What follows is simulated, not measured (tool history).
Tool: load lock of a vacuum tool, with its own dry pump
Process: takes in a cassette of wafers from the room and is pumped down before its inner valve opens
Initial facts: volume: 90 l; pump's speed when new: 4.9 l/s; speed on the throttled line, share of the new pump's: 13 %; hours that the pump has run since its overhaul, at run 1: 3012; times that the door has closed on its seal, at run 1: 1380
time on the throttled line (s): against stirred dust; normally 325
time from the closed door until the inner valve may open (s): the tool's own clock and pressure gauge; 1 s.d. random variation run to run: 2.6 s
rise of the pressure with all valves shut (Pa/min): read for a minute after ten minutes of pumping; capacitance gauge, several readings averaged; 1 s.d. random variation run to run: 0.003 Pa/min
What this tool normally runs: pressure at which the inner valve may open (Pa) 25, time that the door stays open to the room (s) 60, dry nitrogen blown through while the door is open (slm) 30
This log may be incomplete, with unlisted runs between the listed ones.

| run | hour | time on the throttled line (s) | pressure at which the inner valve may open (Pa) | time that the door stays open to the room (s) | dry nitrogen blown through while the door is open (slm) | hours that the pump has run since its overhaul | times that the door has closed on its seal | incoming humidity of the room's air, % | time from the closed door until the inner valve may open (s) | rise of the pressure with all valves shut (Pa/min) |
|---|---|---|---|---|---|---|---|---|---|---|
| 1 | 0.0 | 325 | 25 | 60 | 30 | 3012 | 1380 | 44.7 | 439.2 | 0.028 |
| 2 | 284.0 | 325 | 25 | 60 | 30 | 3296 | 2521 | 46.2 | 447.2 | 0.028 |
| 3 | 598.6 | 213 | 25 | 60 | 30 | 3610 | 3786 | 45.1 | 353.0 | 0.025 |
| 4 | 842.5 | 213 | 25 | 26 | 30 | 3854 | 4767 | 41.3 | 349.3 | 0.018 |
| 5 | 1083.0 | 516 | 25 | 26 | 30 | 4095 | 5734 | 40.4 | 612.8 | 0.015 |
| 6 | 1343.3 | 516 | 25 | 26 | 30 | 4355 | 6780 | 45.1 | 610.6 | 0.026 |
| 7 | 1550.3 | 516 | 25 | 26 | 30 | 4562 | 7612 | 47.3 | 607.2 | 0.021 |
| 8 | 1725.2 | 516 | 25 | 26 | 30 | 4737 | 8316 | 47.5 | 608.1 | 0.022 |
| 9 | 2012.0 | 476 | 25 | 26 | 30 | 5024 | 9469 | 45.2 | 578.5 | 0.021 |
| 10 | 2153.4 | 476 | 25 | 26 | 42 | 5165 | 10037 | 48.3 | 584.3 | 0.023 |
| 11 | 2374.4 | 325 | 25 | 108 | 30 | 5386 | 10926 | 44.7 | 455.2 | 0.054 |
| 12 | 2685.3 | 325 | 25 | 49 | 30 | 5697 | 12175 | 46.4 | 449.5 | 0.037 |
| 13 | 2849.6 | 325 | 25 | 60 | 30 | 5861 | 12836 | 46.4 | 452.1 | 0.044 |
| 14 | 3096.5 | 219 | 25 | 60 | 30 | 6108 | 13829 | 42.1 | 360.0 | 0.047 |
| 15 | 3287.6 | 219 | 25 | 50 | 8 | 6300 | 14597 | 46.2 | 363.5 | 0.058 |
| 16 | 3627.1 | 308 | 23 | 50 | 8 | 6639 | 15962 | 44.8 | 445.0 | 0.066 |
| 17 | 3910.4 | 308 | 23 | 50 | 8 | 6922 | 17101 | 44.1 | 447.8 | 0.060 |
| 18 | 4134.2 | 430 | 22 | 28 | 22 | 7146 | 18001 | 45.4 | 551.2 | 0.047 |
| 19 | 4429.7 | 189 | 37 | 197 | 42 | 7442 | 19189 | 42.6 | 334.3 | 0.076 |
| 20 | 4704.3 | 325 | 49 | 60 | 21 | 7716 | 20293 | 43.1 | 446.0 | 0.064 |
| 21 | 4930.9 | 276 | 40 | 60 | 21 | 7943 | 21204 | 43.4 | 405.6 | 0.067 |
| 22 | 5132.2 | 273 | 39 | 165 | 4 | 8144 | 22013 | 40.1 | 406.9 | 0.140 |
| 23 | 5474.5 | 489 | 25 | 60 | 7 | 8486 | 23389 | 46.6 | 605.1 | 0.086 |
| 24 | 5665.9 | 489 | 25 | 54 | 11 | 8678 | 24159 | 45.3 | 597.8 | 0.086 |
| 25 | 5965.3 | 489 | 25 | 54 | 11 | 8977 | 25362 | 44.4 | 603.5 | 0.089 |
| 26 | 6143.8 | 489 | 25 | 54 | 11 | 9156 | 26080 | 45.4 | 597.1 | 0.082 |
| 27 | 6400.9 | 489 | 25 | 54 | 11 | 9413 | 27113 | 43.7 | 595.9 | 0.091 |

Forecast each of these 3 alternatives for the next run:
| A | 6622.4 | 325 | 24 | 60 | 43 | 9634 | 28004 | 48.8 | ? | ? |
| B | 6622.4 | 350 | 41 | 143 | 11 | 9634 | 28004 | 42.0 | ? | ? |
| C | 6622.4 | 325 | 22 | 60 | 30 | 9634 | 28004 | 43.8 | ? | ? |

| run | time from the closed door until the inner valve may open (s) | rise of the pressure with all valves shut (Pa/min) |
|---|---|---|
| A | 467.1 | 0.072 |
| B | 475.6 | 0.132 |
| C | 468.1 | 0.075 |
Without the tool's unlogged condition, the same runs would have read:
| run | time from the closed door until the inner valve may open (s) | rise of the pressure with all valves shut (Pa/min) |
|---|---|---|
| A | 437.7 | 0.016 |
| B | 449.7 | 0.076 |
| C | 438.3 | 0.019 |
